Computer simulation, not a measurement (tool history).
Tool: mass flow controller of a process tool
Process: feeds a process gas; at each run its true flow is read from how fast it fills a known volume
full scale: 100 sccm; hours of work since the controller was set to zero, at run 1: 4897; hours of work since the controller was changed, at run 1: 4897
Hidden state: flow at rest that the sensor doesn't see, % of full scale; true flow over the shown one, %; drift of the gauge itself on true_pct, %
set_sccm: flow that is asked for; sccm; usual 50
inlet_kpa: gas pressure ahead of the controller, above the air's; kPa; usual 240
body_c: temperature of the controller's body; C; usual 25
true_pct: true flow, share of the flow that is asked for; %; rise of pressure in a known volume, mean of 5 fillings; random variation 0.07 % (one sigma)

| run | hour | set_sccm | inlet_kpa | body_c | hours of work since the controller was set to zero | hours of work since the controller was changed | true_pct |
|---|---|---|---|---|---|---|---|
| 1 | 0.0 | 50 | 240 | 25 | 4897 | 4897 | 98.73 |
| 2 | 193.6 | 50 | 240 | 25 | 5048 | 5048 | 98.81 |
| 3 | 336.5 | 50 | 240 | 25 | 5159 | 5159 | 98.76 |
| 4 | 508.6 | 50 | 240 | 32 | 5293 | 5293 | 98.13 |
|  | 607.8 | controller exchanged for a calibrated one |
| 5 | 716.1 | 50 | 240 | 25 | 84 | 84 | 98.79 |
| 6 | 878.9 | 39 | 240 | 25 | 211 | 211 | 98.48 |
| 7 | 1003.7 | 26 | 240 | 25 | 308 | 308 | 98.15 |
| 8 | 1206.8 | 50 | 240 | 25 | 467 | 467 | 98.76 |
| 9 | 1331.8 | 50 | 240 | 25 | 564 | 564 | 98.94 |
| 10 | 1561.3 | 50 | 240 | 30 | 743 | 743 | 98.42 |
| 11 | 1739.1 | 50 | 240 | 25 | 881 | 881 | 98.85 |
| 12 | 1855.4 | 50 | 240 | 25 | 972 | 972 | 98.74 |
| 13 | 2003.9 | 56 | 240 | 25 | 1088 | 1088 | 99.02 |
| 14 | 2209.8 | 56 | 240 | 25 | 1248 | 1248 | 99.04 |
| 15 | 2396.6 | 56 | 240 | 25 | 1394 | 1394 | 99.12 |
| 16 | 2575.8 | 58 | 240 | 25 | 1533 | 1533 | 99.23 |
| 17 | 2684.0 | 58 | 240 | 25 | 1618 | 1618 | 99.23 |
| 18 | 2797.2 | 58 | 240 | 25 | 1706 | 1706 | 99.11 |
| 19 | 2932.5 | 58 | 240 | 25 | 1811 | 1811 | 99.25 |
| 20 | 3116.9 | 50 | 240 | 25 | 1955 | 1955 | 98.86 |
| 21 | 3219.0 | 50 | 240 | 25 | 2034 | 2034 | 98.99 |
| 22 | 3343.2 | 20 | 240 | 25 | 2131 | 2131 | 98.19 |
| 23 | 3517.3 | 20 | 142 | 25 | 2267 | 2267 | 97.85 |
| 24 | 3726.5 | 20 | 142 | 25 | 2430 | 2430 | 97.95 |
| 25 | 3956.7 | 21 | 200 | 35 | 2609 | 2609 | 97.18 |
| 26 | 4075.5 | 21 | 200 | 35 | 2702 | 2702 | 97.35 |
| 27 | 4237.2 | 30 | 147 | 25 | 2828 | 2828 | 98.19 |
| 28 | 4454.8 | 18 | 257 | 25 | 2997 | 2997 | 98.21 |
| 29 | 4638.7 | 18 | 257 | 25 | 3141 | 3141 | 98.13 |
| 30 | 4737.8 | 18 | 257 | 25 | 3218 | 3218 | 98.35 |
| 31 | 4926.5 | 18 | 257 | 25 | 3365 | 3365 | 98.31 |
| 32 | 5022.1 | 18 | 257 | 25 | 3439 | 3439 | 98.20 |
| 33 | 5153.7 | 18 | 257 | 25 | 3542 | 3542 | 98.23 |
| 34 | 5312.3 | 50 | 206 | 25 | 3665 | 3665 | 99.11 |
| 35 | 5431.3 | 50 | 206 | 25 | 3758 | 3758 | 99.14 |
| 36 | 5636.6 | 65 | 223 | 35 | 3918 | 3918 | 98.65 |
| 37 | 5835.5 | 50 | 240 | 23 | 4073 | 4073 | 99.34 |
| 38 | 5960.1 | 50 | 240 | 23 | 4170 | 4170 | 99.50 |
| 39 | 6091.1 | 50 | 240 | 23 | 4272 | 4272 | 99.31 |
| 40 | 6254.1 | 50 | 248 | 40 | 4399 | 4399 | 98.04 |
| 41 | 6383.4 | 50 | 248 | 40 | 4500 | 4500 | 97.86 |
| 42 | 6593.2 | 56 | 153 | 21 | 4664 | 4664 | 99.60 |
| 43 | 6721.7 | 15 | 240 | 25 | 4764 | 4764 | 98.33 |

Measured less the same run without the tool's hidden state. The same run-to-run variation is in both; the gauge's scatter may not be:
| run | true_pct |
|---|---|
| 1 | +0.00 |
| 2 | +0.02 |
| 3 | +0.03 |
| 4 | +0.05 |
| 5 | +0.06 |
| 6 | +0.08 |
| 7 | +0.10 |
| 8 | +0.11 |
| 9 | +0.13 |
| 10 | +0.15 |
| 11 | +0.16 |
| 12 | +0.17 |
| 13 | +0.19 |
| 14 | +0.21 |
| 15 | +0.23 |
| 16 | +0.24 |
| 17 | +0.25 |
| 18 | +0.26 |
| 19 | +0.27 |
| 20 | +0.29 |
| 21 | +0.30 |
| 22 | +0.31 |
| 23 | +0.33 |
| 24 | +0.35 |
| 25 | +0.37 |
| 26 | +0.38 |
| 27 | +0.40 |
| 28 | +0.42 |
| 29 | +0.44 |
| 30 | +0.45 |
| 31 | +0.46 |
| 32 | +0.47 |
| 33 | +0.49 |
| 34 | +0.50 |
| 35 | +0.51 |
| 36 | +0.52 |
| 37 | +0.55 |
| 38 | +0.56 |
| 39 | +0.57 |
| 40 | +0.58 |
| 41 | +0.59 |
| 42 | +0.62 |
| 43 | +0.63 |
